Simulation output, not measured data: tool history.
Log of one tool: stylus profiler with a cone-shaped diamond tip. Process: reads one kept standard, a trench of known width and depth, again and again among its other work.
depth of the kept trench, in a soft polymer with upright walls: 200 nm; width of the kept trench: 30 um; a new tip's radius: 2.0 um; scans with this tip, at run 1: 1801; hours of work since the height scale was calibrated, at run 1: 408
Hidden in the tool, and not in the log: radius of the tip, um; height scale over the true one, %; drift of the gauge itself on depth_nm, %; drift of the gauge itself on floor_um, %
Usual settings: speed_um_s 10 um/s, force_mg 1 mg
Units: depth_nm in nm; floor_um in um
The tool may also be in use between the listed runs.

run,hour,speed_um_s,force_mg,scans with this tip,hours of work since the height scale was calibrated,depth_nm,floor_um
1,0,10,1,1801,408,200.98,27.98
2,28.5,23,1,1852,420,200.95,27.8
3,46,20,1,1883,427,200.99,27.87
4,69.7,20,1,1925,436,200.98,27.89
5,87.8,20,1,1958,444,200.98,27.84
6,112.1,10,1.52,2001,454,201.29,27.95
7,131.9,10,1.52,2036,462,201.26,27.95
8,164.3,10,2.55,2094,475,201.74,27.96
9,191.4,10,0.97,2142,485,200.98,27.86
10,208,10,0.97,2171,492,200.99,27.9
11,233,10,0.97,2216,502,200.98,27.87
12,253.6,39,1,2252,511,201,27.68
13,285,10,1,2308,523,201.01,27.91
14,304.6,5,1,2343,531,201.02,27.86
15,336.4,5,1,2400,544,201.07,27.91
16,355.6,5,1,2434,552,201.04,27.94
17,380.6,3,1,2478,562,201.06,27.88
18,402.1,3,1,2516,570,201.03,27.89
19,417.6,22,1.68,2544,577,201.43,27.78
# hour 419.7: height scale calibrated on a step standard
20,432.6,6,2.45,2570,5,201.88,27.92
21,454.8,21,0.5,2609,14,200.91,27.69
22,468.3,21,0.5,2633,20,200.86,27.71
23,494.6,31,1.39,2680,30,201.43,27.76
24,524.2,31,1.39,2733,42,201.41,27.72
25,555.7,9,2.42,2789,55,201.88,27.85
26,584.5,11,1.48,2840,66,201.47,27.83
# hour 602.6: height scale calibrated on a step standard, once more
27,605.1,31,1.65,2876,1,201.22,27.74
28,634.6,31,1.65,2928,13,201.21,27.66
29,666.2,31,1.65,2984,26,201.22,27.64
30,686.3,4,0.39,3020,34,200.47,27.85
31,702.8,5,1.11,3050,40,200.96,27.82
32,730.6,3,0.48,3099,52,200.56,27.81
33,746.6,11,1,3128,58,200.91,27.76

Forecast each of these 4 alternatives for the next run:
A,774.3,3,1.44,3177,69,?,?
B,774.3,16,2,3177,69,?,?
C,774.3,10,1.46,3177,69,?,?
D,774.3,11,1.05,3177,69,?,?

run,depth_nm,floor_um
A,201.11,27.85
B,201.4,27.75
C,201.16,27.81
D,200.92,27.77
Without the tool's hidden state the same runs would have given:
run,depth_nm,floor_um
A,201.02,28.25
B,201.31,28.16
C,201.07,28.22
D,200.84,28.18
